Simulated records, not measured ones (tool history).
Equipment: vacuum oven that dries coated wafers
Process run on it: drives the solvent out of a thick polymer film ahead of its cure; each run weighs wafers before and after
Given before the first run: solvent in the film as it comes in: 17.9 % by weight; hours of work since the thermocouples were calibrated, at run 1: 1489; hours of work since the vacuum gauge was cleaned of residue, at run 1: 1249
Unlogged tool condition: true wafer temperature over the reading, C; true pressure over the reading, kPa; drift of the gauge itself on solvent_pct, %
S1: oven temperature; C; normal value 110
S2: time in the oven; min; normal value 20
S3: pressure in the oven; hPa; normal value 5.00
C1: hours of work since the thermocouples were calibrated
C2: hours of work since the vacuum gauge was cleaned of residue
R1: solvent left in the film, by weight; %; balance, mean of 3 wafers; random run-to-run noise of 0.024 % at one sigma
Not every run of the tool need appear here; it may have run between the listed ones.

run    hour   S1  S2     S3    C1    C2    R1
  1     0.0  110  20   5.00  1489  1249  1.43
  2    46.5  110  20   5.00  1522  1282  1.40
  3    96.4  110  20   5.00  1557  1317  1.44
      136.3  -- oven's thermocouples calibrated
  4   139.2  110  20  15.62     2  1346  2.07
  5   192.7  110  20  15.62    40  1383  2.08
  6   230.1  110  20   4.58    66  1410  1.75
  7   284.1  110  20   4.58   104  1448  1.70
  8   324.6  110  20   4.58   133  1477  1.70
  9   351.4  110  20   4.58   152  1495  1.69
 10   382.4  110  20   3.89   174  1517  1.67
 11   423.4  110  20   3.89   203  1546  1.69
 12   462.4  110  20   3.89   230  1574  1.70
 13   509.2  110  20   3.89   263  1607  1.66
 14   545.0  110  20   5.93   288  1632  1.73
 15   574.9  110  20   5.00   310  1653  1.70
 16   609.9  110  20   5.00   334  1678  1.71
 17   657.8  110  20  10.75   368  1712  1.90
 18   684.8  118  20   5.00   387  1731  0.65
 19   718.4  118  20   5.00   411  1754  0.62
 20   769.8  110  20   5.00   447  1791  1.70
      820.3  -- vacuum gauge cleaned of residue and calibrated
 21   820.3  110  20   5.00   482     0  1.44
 22   870.5  110  35   5.00   517    35  0.37
 23   899.5  110  35   5.00   538    56  0.38
 24   941.4  106  11   9.33   567    85  5.36
 25   980.8   96  29   5.00   595   113  3.69
 26  1017.3  118  26  14.47   621   139  0.48
 27  1064.9  118  26  14.47   654   173  0.50
 28  1118.9  108  20   8.82   692   211  1.91
 29  1171.7  108  13   6.78   730   248  3.73
 30  1206.5  118  35  19.50   754   273  0.55
 31  1242.1  118  18  19.50   779   298  0.91
 32  1296.0  118  18  19.50   817   336  0.90
 33  1330.8  110  28   6.59   842   360  0.70
 34  1359.1  101  28   5.94   862   380  2.28
 35  1385.6  119  13   5.00   881   399  1.03
 36  1425.5  103  26   2.93   909   427  1.96
 37  1455.6  110  17   5.00   930   448  1.85
 38  1500.5  105  20   9.84   962   480  2.66
 39  1535.6  105  17   9.84   987   505  3.38
 40  1580.8  105  17   9.84  1018   537  3.38
 41  1614.9  105  17   9.84  1042   561  3.34
 42  1666.4  116  20   5.00  1079   597  0.56
 43  1718.2  116  20   5.00  1115   634  0.55
 44  1760.0  110  20  14.81  1145   663  1.63
 45  1791.5  121  28   4.20  1167   685  0.20
 46  1830.8  121  28   4.20  1195   713  0.19

Hidden condition of the tool, last listed run before each entry between runs versus first listed run after:
Between runs 3 and 4: oven's thermocouples calibrated (hour 136.3)
  true wafer temperature over the reading, C: 2.01 -> 0.27; true pressure over the reading, kPa: 0.568 -> 0.579
  difference, measured minus the result without the unlogged condition, R1: -0.20 -> +0.13 %
Between runs 20 and 21: vacuum gauge cleaned of residue and calibrated (hour 820.3)
  true wafer temperature over the reading, C: 0.95 -> 1; true pressure over the reading, kPa: 0.771 -> 0.008
  difference, measured minus the result without the unlogged condition, R1: +0.06 -> -0.20 %
